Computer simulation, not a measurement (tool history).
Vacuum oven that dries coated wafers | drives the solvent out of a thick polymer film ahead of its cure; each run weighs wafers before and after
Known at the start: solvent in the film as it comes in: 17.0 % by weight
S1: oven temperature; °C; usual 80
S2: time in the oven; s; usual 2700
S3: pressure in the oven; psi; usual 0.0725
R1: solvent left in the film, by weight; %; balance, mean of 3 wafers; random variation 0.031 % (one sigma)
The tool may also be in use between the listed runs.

{"run": 1, "day": 0.0, "S1": 80, "S2": 2700, "S3": 0.0725, "R1": 1.42}
{"run": 2, "day": 2.042, "S1": 80, "S2": 2700, "S3": 0.0725, "R1": 1.4}
{"run": 3, "day": 4.475, "S1": 80, "S2": 2700, "S3": 0.0863, "R1": 1.38}
{"run": 4, "day": 7.171, "S1": 80, "S2": 2700, "S3": 0.0863, "R1": 1.42}
{"run": 5, "day": 10.192, "S1": 80, "S2": 2700, "S3": 0.1067, "R1": 1.46}
{"run": 6, "day": 12.675, "S1": 71, "S2": 2700, "S3": 0.0725, "R1": 2.9}
{"day": 12.892, "done": "vacuum gauge cleaned of residue and calibrated"}
{"run": 7, "day": 14.208, "S1": 80, "S2": 2520, "S3": 0.0725, "R1": 1.6}
{"run": 8, "day": 15.542, "S1": 80, "S2": 2700, "S3": 0.0725, "R1": 1.39}
{"run": 9, "day": 17.225, "S1": 82, "S2": 2340, "S3": 0.0609, "R1": 1.5}
{"run": 10, "day": 19.138, "S1": 68, "S2": 2640, "S3": 0.1331, "R1": 3.88}
{"run": 11, "day": 21.942, "S1": 68, "S2": 2640, "S3": 0.1331, "R1": 3.77}
{"run": 12, "day": 24.825, "S1": 81, "S2": 4380, "S3": 0.0725, "R1": 0.39}
{"day": 25.704, "done": "vacuum gauge cleaned of residue and calibrated, once more"}
{"run": 13, "day": 27.554, "S1": 68, "S2": 1920, "S3": 0.0801, "R1": 5.23}
{"run": 14, "day": 30.296, "S1": 68, "S2": 1920, "S3": 0.0801, "R1": 5.16}
{"run": 15, "day": 32.675, "S1": 68, "S2": 1920, "S3": 0.0801, "R1": 5.16}
{"run": 16, "day": 35.683, "S1": 84, "S2": 2940, "S3": 0.0941, "R1": 0.71}

Forecast each of these 5 alternatives for the next run:
{"run": "A", "day": 38.704, "S1": 80, "S2": 2700, "S3": 0.0447, "R1": "?"}
{"run": "B", "day": 38.704, "S1": 91, "S2": 2940, "S3": 0.1213, "R1": "?"}
{"run": "C", "day": 38.704, "S1": 84, "S2": 2940, "S3": 0.1632, "R1": "?"}
{"run": "D", "day": 38.704, "S1": 80, "S2": 4680, "S3": 0.0725, "R1": "?"}
{"run": "E", "day": 38.704, "S1": 84, "S2": 4560, "S3": 0.0941, "R1": "?"}

run=A R1=1.26
run=B R1=0.28
run=C R1=0.83
run=D R1=0.35
run=E R1=0.24
Without the tool's hidden state the same runs would have given:
run=A R1=1.30
run=B R1=0.29
run=C R1=0.85
run=D R1=0.35
run=E R1=0.24

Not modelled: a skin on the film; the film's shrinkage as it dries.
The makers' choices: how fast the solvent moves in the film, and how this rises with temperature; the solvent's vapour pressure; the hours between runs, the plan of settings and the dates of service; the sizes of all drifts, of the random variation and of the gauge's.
